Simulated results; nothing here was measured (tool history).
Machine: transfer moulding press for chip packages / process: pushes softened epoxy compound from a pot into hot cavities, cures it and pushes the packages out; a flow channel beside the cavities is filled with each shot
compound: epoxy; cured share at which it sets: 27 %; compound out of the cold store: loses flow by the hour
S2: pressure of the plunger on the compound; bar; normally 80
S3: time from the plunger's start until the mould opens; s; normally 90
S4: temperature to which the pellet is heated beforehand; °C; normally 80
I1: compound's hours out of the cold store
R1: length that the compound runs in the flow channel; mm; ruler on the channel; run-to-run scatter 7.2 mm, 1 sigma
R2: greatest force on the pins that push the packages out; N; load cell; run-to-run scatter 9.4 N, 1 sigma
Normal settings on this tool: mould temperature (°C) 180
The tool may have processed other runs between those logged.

Run 1, hour 0: usual settings; I1 10.8. Result: R1 914 mm, R2 746 N.
Run 2, hour 12.4: usual settings but mould temperature (°C) 172; I1 8.1. Result: R1 993 mm, R2 1188 N.
At hour 18.4: cavities cleaned with cleaning compound and waxed.
Run 3, hour 34: usual settings but mould temperature (°C) 172; I1 30.5. Result: R1 844 mm, R2 838 N.
Run 4, hour 55.5: usual settings but S3 93 s; I1 32.9. Result: R1 790 mm, R2 648 N.
Run 5, hour 79.9: usual settings but mould temperature (°C) 182; I1 45.5. Result: R1 714 mm, R2 668 N.
At hour 102: cavities cleaned with cleaning compound and waxed.
Run 6, hour 102.9: usual settings but mould temperature (°C) 182; I1 36.1. Result: R1 756 mm, R2 411 N.
Run 7, hour 125.6: usual settings but S2 75.5 bar, S3 119 s; I1 44. Result: R1 711 mm, R2 513 N.
Run 8, hour 138.3: usual settings but mould temperature (°C) 174; I1 27.5. Result: R1 823 mm, R2 834 N.
Run 9, hour 150.9: usual settings but mould temperature (°C) 176, S2 68.3 bar; I1 47.5. Result: R1 654 mm, R2 775 N.
Run 10, hour 165.2: usual settings but S2 68.7 bar, S4 79 °C; I1 36.1. Result: R1 691 mm, R2 722 N.
At hour 184.5: cavities cleaned with cleaning compound and waxed.
Run 11, hour 185.4: usual settings but S2 68.7 bar, S4 79 °C; I1 31.6. Result: R1 730 mm, R2 448 N.

Forecast each of these 4 alternatives for the next run:
Run A, hour 208.8: usual settings but mould temperature (°C) 184, S2 68.7 bar, S3 72 s, S4 83 °C; I1 15.9. Result: R1 ?, R2 ?.
Run B, hour 208.8: usual settings but S2 75.6 bar, S3 102 s, S4 74 °C; I1 32.6. Result: R1 ?, R2 ?.
Run C, hour 208.8: usual settings but mould temperature (°C) 181, S2 75.2 bar, S3 94 s, S4 79 °C; I1 38.8. Result: R1 ?, R2 ?.
Run D, hour 208.8: usual settings but S2 72.3 bar, S4 79 °C; I1 48. Result: R1 ?, R2 ?.

run   R1   R2
  A  791  676
  B  747  544
  C  724  541
  D  653  581
What these runs would have given with no unlogged condition in the tool:
run   R1   R2
  A  839  485
  B  793  390
  C  768  389
  D  693  416
